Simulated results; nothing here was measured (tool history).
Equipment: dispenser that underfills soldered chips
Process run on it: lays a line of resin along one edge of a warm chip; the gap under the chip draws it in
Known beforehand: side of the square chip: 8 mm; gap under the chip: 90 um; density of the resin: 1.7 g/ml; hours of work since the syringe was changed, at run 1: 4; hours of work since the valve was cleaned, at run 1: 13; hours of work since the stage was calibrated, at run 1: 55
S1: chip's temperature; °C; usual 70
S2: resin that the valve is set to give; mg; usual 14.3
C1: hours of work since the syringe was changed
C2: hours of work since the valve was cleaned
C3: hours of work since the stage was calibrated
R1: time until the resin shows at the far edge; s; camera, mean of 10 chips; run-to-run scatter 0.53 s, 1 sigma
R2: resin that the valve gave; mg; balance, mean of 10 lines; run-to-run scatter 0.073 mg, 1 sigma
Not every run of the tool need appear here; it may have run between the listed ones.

run,day,S1,S2,C1,C2,C3,R1,R2
1,0,70,14.3,4,13,55,58.1,14.16
2,0.112,70,14.3,5,15,57,64.7,14.11
# day 0.171: new syringe of resin
3,0.283,63,14.3,2,17,60,75.2,14.11
4,0.417,70,14.3,4,20,62,60,14.18
# day 0.562: new syringe of resin
5,0.625,70,14.3,1,23,65,49.3,14.03
6,0.829,70,14.3,4,26,68,60.7,14.08
# day 0.946: new syringe of resin
7,0.971,70,14.3,0,28,71,47.3,14.12
8,1.108,70,14.3,3,31,73,54.4,14.05
9,1.296,70,14.3,6,34,76,68.4,13.86
# day 1.346: new syringe of resin
10,1.446,80,14.3,2,36,78,30.6,14.02
11,1.546,70,14.3,3,38,80,56.4,13.88
12,1.642,70,14.3,5,39,81,62.5,13.84
# day 1.746: new syringe of resin
13,1.825,70,14.3,1,42,84,49.8,13.83
14,2.008,70,14.3,4,45,87,61,13.8
# day 2.079: dispensing valve cleaned and set on the balance
# day 2.171: new syringe of resin
15,2.254,70,14.3,1,3,91,48.2,14.29
16,2.388,70,14.3,4,5,93,56.8,14.24
17,2.538,70,14.3,6,7,95,66.4,14.07
# day 2.567: new syringe of resin
18,2.754,70,14.3,3,11,99,55,14.24
19,2.933,83,16,6,14,102,36.3,15.85
# day 2.967: new syringe of resin
20,3.162,83,16,3,17,105,29.7,15.78
21,3.333,80,14.3,6,20,108,41.6,14.04
# day 3.358: new syringe of resin
22,3.467,76,14.3,2,22,110,39,14.12
23,3.638,76,16.9,5,25,113,46.2,16.68
# day 3.746: new syringe of resin
24,3.808,76,16.9,1,28,115,36.3,16.62
25,3.929,61,12.4,3,30,117,92.4,12.02
26,4.096,74,18.6,6,32,120,54.1,18.17
# day 4.138: new syringe of resin
27,4.208,74,18.6,1,34,122,40.3,17.99
28,4.383,82,13.7,4,37,125,33.2,13.45
# day 4.542: new syringe of resin
29,4.621,70,15.1,1,41,129,50.3,14.7
30,4.85,70,16.5,5,44,132,64.2,15.85
# day 4.95: dispensing valve cleaned and set on the balance
# day 4.975: new syringe of resin
31,5.112,70,16.5,2,2,136,51.7,16.52
32,5.338,70,16.5,6,6,140,67,16.35
# day 5.371: new syringe of resin
33,5.562,58,16.3,3,10,143,103.4,16.16
34,5.708,61,14.3,6,12,145,105,14.12
# day 5.767: new syringe of resin
35,5.871,63,13.1,2,15,148,74.8,12.95

Branching from run 35: 4 alternative next runs. What would each branch give?
A,6.092,55,12.6,5,18,152,?,?
B,6.092,75,14.5,5,18,152,?,?
C,6.092,61,12.3,5,18,152,?,?
D,6.092,58,16.5,5,18,152,?,?

run,R1,R2
A,147.5,12.44
B,52.5,14.12
C,110,12.07
D,120.9,16.36
What these runs would have given with no unlogged condition in the tool:
run,R1,R2
A,97.8,12.63
B,35.3,14.35
C,73.2,12.26
D,80.7,16.61
